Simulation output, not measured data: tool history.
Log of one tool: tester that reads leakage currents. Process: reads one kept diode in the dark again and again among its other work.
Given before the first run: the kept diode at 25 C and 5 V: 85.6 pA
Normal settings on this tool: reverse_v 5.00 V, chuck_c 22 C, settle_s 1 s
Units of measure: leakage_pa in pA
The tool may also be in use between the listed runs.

| run | hour | reverse_v | chuck_c | settle_s | leakage_pa |
|---|---|---|---|---|---|
| 1 | 0.0 | 5.00 | 22 | 1 | 79.14 |
| 2 | 65.5 | 14.64 | 22 | 1 | 138.67 |
| 3 | 113.4 | 14.64 | 22 | 1 | 139.17 |
| 4 | 163.1 | 14.64 | 22 | 1 | 140.17 |
| 5 | 219.8 | 14.64 | 22 | 1 | 141.40 |
| 6 | 302.1 | 14.64 | 23 | 1 | 152.95 |
|  | 333.2 | probe card cleaned and baked |
| 7 | 360.7 | 14.64 | 23 | 1 | 133.86 |
| 8 | 418.0 | 14.64 | 23 | 1 | 134.00 |
| 9 | 488.2 | 2.35 | 22 | 1 | 53.87 |
| 10 | 540.2 | 2.69 | 22 | 1 | 57.21 |
| 11 | 624.8 | 2.69 | 22 | 1 | 57.49 |
| 12 | 701.8 | 2.69 | 22 | 1 | 58.22 |
| 13 | 760.4 | 2.69 | 22 | 1 | 58.32 |
| 14 | 825.5 | 5.00 | 22 | 1 | 78.35 |
| 15 | 921.2 | 5.00 | 22 | 1 | 79.47 |
| 16 | 1016.2 | 5.00 | 22 | 1 | 80.34 |
| 17 | 1068.1 | 5.00 | 41 | 1 | 343.84 |
| 18 | 1131.5 | 5.00 | 41 | 1 | 343.70 |
| 19 | 1193.6 | 5.00 | 41 | 1 | 344.33 |

The next listed run, before its measurement:
|  | 1203.4 | tester calibrated |
| 20 | 1268.9 | 3.96 | 32 | 1 | ? |

leakage_pa: 159.39 pA
The same run, on a tool lacking any hidden state, would have yielded leakage_pa 134.96 pA.
